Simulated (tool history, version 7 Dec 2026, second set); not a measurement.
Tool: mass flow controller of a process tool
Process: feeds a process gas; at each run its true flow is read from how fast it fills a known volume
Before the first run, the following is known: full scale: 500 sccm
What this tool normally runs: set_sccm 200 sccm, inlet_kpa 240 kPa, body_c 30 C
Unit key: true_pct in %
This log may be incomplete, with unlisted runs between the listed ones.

run   hour  set_sccm  inlet_kpa  body_c  true_pct
  1    0.0       200        240      30    100.30
  2   41.7       200        240      30    100.34
  3  100.2       200        240      30    100.39
  4  141.2       200        158      30    100.00
  5  195.7       200        158      30     99.83
  6  244.0       200        158      30     99.92
  7  280.3       200        158      30    100.05
  8  358.7       200        158      30    100.01
  9  413.6        76        265      21    101.73
 10  479.7        76        265      21    101.99
 11  519.2        91        272      23    101.65
 12  557.4        91        272      23    101.70
 13  636.9        91        272      23    101.94
 14  705.1       105        141      39    101.17

Alternative continuations, all from the tool just after run 14; predict every row:
  A  739.3       200        149      30         ?
  B  739.3       335        169      33         ?
  C  739.3       144        142      22         ?
  D  739.3        67        147      22         ?
  E  739.3       143        188      26         ?

run  true_pct
  A    100.12
  B    100.35
  C    100.27
  D    101.95
  E    100.70
With the hidden condition removed and each run's random variation left untouched, the same runs would have given:
run  true_pct
  A     98.86
  B     99.56
  C     98.54
  D     98.31
  E     98.96

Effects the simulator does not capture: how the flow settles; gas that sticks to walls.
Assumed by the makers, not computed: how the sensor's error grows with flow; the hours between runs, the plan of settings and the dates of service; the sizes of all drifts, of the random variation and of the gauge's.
